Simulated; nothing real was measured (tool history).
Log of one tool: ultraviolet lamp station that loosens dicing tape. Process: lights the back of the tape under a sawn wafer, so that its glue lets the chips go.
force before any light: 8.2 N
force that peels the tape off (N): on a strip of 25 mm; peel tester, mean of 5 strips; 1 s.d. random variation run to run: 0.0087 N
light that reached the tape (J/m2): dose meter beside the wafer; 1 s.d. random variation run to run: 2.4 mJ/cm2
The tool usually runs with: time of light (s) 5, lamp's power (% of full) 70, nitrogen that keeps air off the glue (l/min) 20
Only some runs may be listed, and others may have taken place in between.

run,day,time of light (s),lamp's power (% of full),nitrogen that keeps air off the glue (l/min),force that peels the tape off (N),light that reached the tape (J/m2)
1,0,5,70,20,0.59,2230
2,0.725,5,70,20,0.588,2220
3,1.829,5,70,20,0.593,2200
4,2.779,5,70,20,0.621,2130
5,4.05,5,70,20,0.646,2100
6,4.912,5,70,20,0.658,2110
7,5.775,5,70,20,0.66,2120
8,7.088,5,70,20,0.67,2070
9,7.917,5,70,39,0.427,2070
10,9.175,5,70,20,0.677,2030
11,9.796,5,68,20,0.752,2000
12,10.788,5,68,20,0.748,1960
13,12.029,5,70,20,0.73,1990
14,12.629,5,70,20,0.774,1970
15,13.3,5,70,20,0.734,1980
16,14.196,5,70,20,0.72,1970
17,15.112,5,70,21,0.745,1960
18,16.442,5,70,21,0.788,1890
19,17.667,5,70,21,0.794,1880
20,18.996,5,70,21,0.808,1870
21,20.146,10,70,21,0.156,3730
# day 20.246: window cleaned of glue's vapour
22,20.796,5,70,20,0.76,1980
23,21.9,5,70,20,0.819,1940
24,22.688,5,87,16,0.578,2330
25,23.262,5,70,23,0.717,1880
26,24.029,5,70,23,0.75,1890
27,25.279,5,70,16,0.998,1910
28,26.317,5,65,14,1.268,1720
29,27.012,5,78,38,0.44,2090
30,28.275,5,70,8,1.64,1840
31,29.312,4,70,15,1.598,1440
32,30.15,4,70,15,1.688,1420
33,30.971,4,70,15,1.669,1400
34,31.9,4,70,15,1.64,1390
35,33.179,4,70,15,1.715,1350
36,34.362,4,70,15,1.725,1350
37,35.383,4,70,15,1.76,1370
38,36.446,9,79,20,0.2,3420
39,37.483,9,79,20,0.207,3390
40,38.3,9,79,20,0.206,3350
41,39.588,10,66,20,0.26,3030
42,40.475,3,99,20,1.553,1380
43,41.258,5,60,11,2.066,1350
44,41.967,5,89,27,0.577,1990

Here are 4 independent what-if runs from the current tool condition. What would each one return?
A,42.554,5,68,14,?,?
B,42.554,4,85,6,?,?
C,42.554,6,89,27,?,?
D,42.554,2,70,39,?,?

run,force that peels the tape off (N),light that reached the tape (J/m2)
A,1.536,1520
B,2.365,1520
C,0.38,2400
D,3.149,610
Had the tool no hidden state, the same runs would have come out as:
run,force that peels the tape off (N),light that reached the tape (J/m2)
A,0.522,2610
B,1.023,2600
C,0.118,4100
D,1.635,1050

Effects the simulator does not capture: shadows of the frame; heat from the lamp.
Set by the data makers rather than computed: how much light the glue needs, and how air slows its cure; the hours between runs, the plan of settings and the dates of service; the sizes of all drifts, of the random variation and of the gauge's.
